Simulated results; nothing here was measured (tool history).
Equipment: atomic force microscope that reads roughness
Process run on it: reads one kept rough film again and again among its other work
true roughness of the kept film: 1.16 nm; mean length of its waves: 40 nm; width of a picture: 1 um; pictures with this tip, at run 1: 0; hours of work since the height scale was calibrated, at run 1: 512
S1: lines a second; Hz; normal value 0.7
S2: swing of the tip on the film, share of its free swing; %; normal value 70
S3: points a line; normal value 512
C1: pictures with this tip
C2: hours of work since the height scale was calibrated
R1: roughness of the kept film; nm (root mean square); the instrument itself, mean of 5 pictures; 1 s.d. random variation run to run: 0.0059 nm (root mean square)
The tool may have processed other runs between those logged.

run,day,S1,S2,S3,C1,C2,R1
1,0,0.7,70,512,0,512,1.085
2,0.962,0.7,70,512,45,527,1.094
3,1.454,0.7,70,921,67,535,1.074
4,2.258,0.7,70,921,105,547,1.074
5,3.233,0.7,70,341,150,563,1.058
6,4.021,0.7,70,398,187,575,1.074
7,4.867,0.7,70,398,226,588,1.068
8,5.292,0.7,70,398,245,595,1.064
9,5.842,0.7,70,398,271,603,1.061
10,6.429,0.7,70,398,298,612,1.048
# day 6.962: new tip fitted
11,7,0.7,70,398,2,621,1.089
12,7.9,0.7,70,398,44,635,1.085
13,8.579,0.7,70,512,75,645,1.079
14,9.017,0.7,70,512,95,652,1.072
15,9.854,2.073,70,512,134,665,0.99
16,10.704,0.7,73,512,174,679,1.055
17,11.171,0.965,69,552,195,686,1.055
18,11.75,1.815,68,290,222,695,0.996
19,12.258,1.329,86,512,246,703,0.909
20,13.004,1.329,86,512,280,714,0.911
21,13.471,1.329,86,512,302,722,0.917
# day 13.9: new tip fitted
22,14.412,2.149,86,459,24,736,0.852
23,15.321,2.149,86,459,66,750,0.841
24,16.088,0.884,70,512,101,762,1.058
25,16.742,0.7,78,956,132,772,1.047
26,17.254,0.7,79,277,156,780,1.034
27,17.712,1.544,82,322,177,787,0.938
28,18.238,1.544,82,322,201,796,0.937
29,19.092,0.702,85,336,241,809,1.006
30,19.746,0.702,85,336,271,819,1.009
31,20.688,0.926,76,895,315,834,1.014
# day 20.862: new tip fitted
32,21.412,0.926,76,895,25,845,1.04

Take each entry between the runs: how does the hidden state at the last listed run before it differ from the hidden state at the first listed run after it?
Runs 10 to 11: new tip fitted (day 6.962)
  radius of the tip, nm: 17.8 -> 7.4; height scale over the true one, %: 0.4 -> 0.41
  the result without the hidden state subtracted from the measured one, R1: -0.028 -> +0.003 nm (root mean square)
Runs 21 to 22: new tip fitted (day 13.9)
  radius of the tip, nm: 18.3 -> 8; height scale over the true one, %: 0.48 -> 0.49
  the result without the hidden state subtracted from the measured one, R1: -0.025 -> +0.001 nm (root mean square)
Runs 31 to 32: new tip fitted (day 20.862)
  radius of the tip, nm: 18.6 -> 8.3; height scale over the true one, %: 0.55 -> 0.56
  the result without the hidden state subtracted from the measured one, R1: -0.027 -> +0.002 nm (root mean square)
